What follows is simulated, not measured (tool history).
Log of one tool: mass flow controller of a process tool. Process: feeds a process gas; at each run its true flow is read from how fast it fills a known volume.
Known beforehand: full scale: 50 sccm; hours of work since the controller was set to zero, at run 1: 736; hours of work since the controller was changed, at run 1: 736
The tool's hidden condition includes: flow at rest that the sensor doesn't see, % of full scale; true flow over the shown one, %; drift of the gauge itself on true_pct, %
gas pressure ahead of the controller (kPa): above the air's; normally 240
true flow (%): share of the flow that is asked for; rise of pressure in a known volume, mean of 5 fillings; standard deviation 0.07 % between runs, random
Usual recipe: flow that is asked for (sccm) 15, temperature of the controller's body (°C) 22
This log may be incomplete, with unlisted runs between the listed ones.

run    hour  flow that is asked for (sccm)  gas pressure ahead of the controller (kPa)  temperature of the controller's body (°C)  hours of work since the controller was set to zero  hours of work since the controller was changed  true flow (%)
  1       0                             15                                         240                                         22                                                 736                                             736          96.77
  2   179.4                             15                                         240                                         22                                                 844                                             844          96.75
  3   469.9                             15                                         240                                         22                                                1019                                            1019          96.64
  4   825.6                             15                                         240                                         22                                                1234                                            1234          96.58
  5  1211.9                             15                                         240                                         22                                                1466                                            1466          96.59
  6  1453.1                             15                                         240                                         22                                                1612                                            1612          96.39
  7  1683.8                             15                                         240                                         22                                                1751                                            1751          96.44
  8  1944.2                             15                                         240                                         35                                                1908                                            1908          97.74
  9  2314.5                             20                                         240                                         35                                                2131                                            2131          97.99
 10  2676.5                             15                                         240                                         22                                                2349                                            2349          96.07
 11  2851.7                             15                                         184                                         22                                                2455                                            2455          95.69
 12  3197.7                              5                                         141                                         22                                                2663                                            2663          93.15
 13  3599.9                              5                                         152                                         22                                                2906                                            2906          92.98
 14  3785.2                             38                                         165                                         34                                                3017                                            3017          99.01
 15  4077.7                             18                                         243                                         39                                                3194                                            3194          97.92
 16  4262.3                             18                                         243                                         39                                                3305                                            3305          97.75
 17  4638.4                             18                                         243                                         39                                                3532                                            3532          97.85
 18  4932.9                             15                                         240                                         23                                                3709                                            3709          95.47
 19  5287.3                              7                                         251                                         34                                                3923                                            3923          94.83

Forecast run 20:
 20  5640.4                             27                                         255                                         37                                                4136                                            4136              ?

true flow (%): 98.24
Were there no unlogged condition in the tool, this run, its random variation unchanged, would have produced true flow (%) 99.94.

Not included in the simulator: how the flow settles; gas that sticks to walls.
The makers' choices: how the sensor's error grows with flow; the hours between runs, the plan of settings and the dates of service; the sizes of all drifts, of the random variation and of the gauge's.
